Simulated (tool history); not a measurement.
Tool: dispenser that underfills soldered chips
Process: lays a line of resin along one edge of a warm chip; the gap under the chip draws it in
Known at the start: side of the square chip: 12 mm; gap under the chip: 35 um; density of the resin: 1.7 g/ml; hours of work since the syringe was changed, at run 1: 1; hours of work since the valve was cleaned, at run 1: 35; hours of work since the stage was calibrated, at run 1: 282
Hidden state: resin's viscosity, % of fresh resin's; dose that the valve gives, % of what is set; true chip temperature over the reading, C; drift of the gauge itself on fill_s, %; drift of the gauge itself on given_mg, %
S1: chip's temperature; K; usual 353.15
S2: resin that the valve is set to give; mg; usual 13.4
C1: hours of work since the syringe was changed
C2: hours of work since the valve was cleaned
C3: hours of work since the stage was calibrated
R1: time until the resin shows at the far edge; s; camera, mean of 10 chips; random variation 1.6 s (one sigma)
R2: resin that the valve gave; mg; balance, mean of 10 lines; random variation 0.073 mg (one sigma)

run	hour	S1	S2	C1	C2	C3	R1	R2
1	0	353.15	13.4	1	35	282	161.5	13
# hour 6.1: new syringe of resin
2	7.2	353.15	13.4	1	40	287	151.1	12.75
3	11.7	353.15	14.4	4	43	290	185.6	13.7
# hour 14.1: new syringe of resin
# hour 22.1: new syringe of resin
4	22.1	352.15	14.4	0	51	297	149.4	13.71
5	28.1	352.15	14.4	4	55	302	196.5	13.59
# hour 30.4: new syringe of resin
6	34.3	352.15	14.4	3	59	306	174.2	13.58
# hour 38.4: new syringe of resin
7	38.7	352.15	14.2	0	63	309	147.3	13.4
# hour 47: new syringe of resin
8	47.4	352.15	14.2	0	69	316	152.3	13.17
# hour 54.9: new syringe of resin
9	54.9	352.15	14.2	0	74	321	147.3	13.14
10	61.1	352.15	14.2	5	79	326	192.7	13.1
# hour 62.9: new syringe of resin
11	68.1	353.15	13.4	4	84	331	177.4	12.19
# hour 71.2: new syringe of resin
12	75.2	345.15	13.4	3	89	336	230.1	12.21
# hour 79: new syringe of resin
13	85.3	353.15	13.4	5	96	343	193.2	12.25
# hour 87.3: new syringe of resin
# hour 95.4: new syringe of resin
14	95.4	350.15	13.4	0	103	350	161.5	11.92
15	101.2	350.15	13.4	4	107	354	210.3	12.14
# hour 103.2: new syringe of resin
16	109.3	353.15	13.4	5	113	360	189.4	11.93
# hour 111.1: new syringe of resin
17	115.2	353.15	13.4	3	117	364	174.1	11.92
# hour 119.4: new syringe of resin
18	122	353.15	13.4	2	122	369	162.6	11.99
# hour 127.5: new syringe of resin
19	131.2	353.15	16.9	3	129	376	169	14.79
# hour 135.3: new syringe of resin
20	141.3	353.15	16.9	4	136	383	180.5	14.69
# hour 143.1: new syringe of resin
# hour 151.1: new syringe of resin
21	152.1	344.15	13.7	1	144	391	207.5	11.76
# hour 158.9: new syringe of resin
# hour 160.8: dispensing valve cleaned and set on the balance
22	161	344.15	13.7	1	0	396	202.4	13.73
# hour 167.8: new syringe of resin
23	170.4	359.15	13.8	2	7	403	131	13.8
# hour 175.7: new syringe of resin
24	175.7	355.15	17.4	0	11	407	130.7	17.24
# hour 183.8: new syringe of resin
25	183.9	368.15	16	0	16	413	83.9	15.75
# hour 191.9: new syringe of resin
26	192	368.15	16	0	22	418	83.6	15.58
27	197.5	358.15	14.7	4	26	423	143.6	14.24
# hour 200: new syringe of resin
28	205.1	361.15	16.2	4	32	428	129.4	15.71
# hour 208.1: new syringe of resin
29	212.5	352.15	15.7	3	37	433	169.6	15.24
# hour 216.4: new syringe of resin
30	218	351.15	15.2	1	41	437	158.6	14.47
# hour 224.6: new syringe of resin
31	226.5	348.15	13.7	1	47	443	183.7	13.16
# hour 232.4: new syringe of resin
32	232.9	348.15	13.7	0	52	448	165.2	13.02
# hour 240.6: new syringe of resin
33	241.7	354.15	14.2	1	58	454	137.8	13.44

Hidden state or all else? Some run-to-run changes of R1, split into what the settings, what came in and random variation would give without the hidden state, and what is left for the hidden state (with any gauge scatter that isn't in both results):
Run 9 -> 10: no setting changed, nothing entered. R1 +45.4 s: hidden state +45.9, all else -0.5.
Run 11 -> 12: S1 353.15 -> 345.15, new syringe of resin. R1 +52.7 s: hidden state -1.9, all else +54.6.
Run 13 -> 14: S1 353.15 -> 350.15, new syringe of resin, new syringe of resin. R1 -31.7 s: hidden state -48.8, all else +17.1.
Run 14 -> 15: no setting changed, nothing entered. R1 +48.8 s: hidden state +47.1, all else +1.7.
Run 22 -> 23: S1 344.15 -> 359.15, S2 13.7 -> 13.8, new syringe of resin. R1 -71.4 s: hidden state +16.1, all else -87.5.
Run 26 -> 27: S1 368.15 -> 358.15, S2 16 -> 14.7. R1 +60 s: hidden state +26.9, all else +33.1.
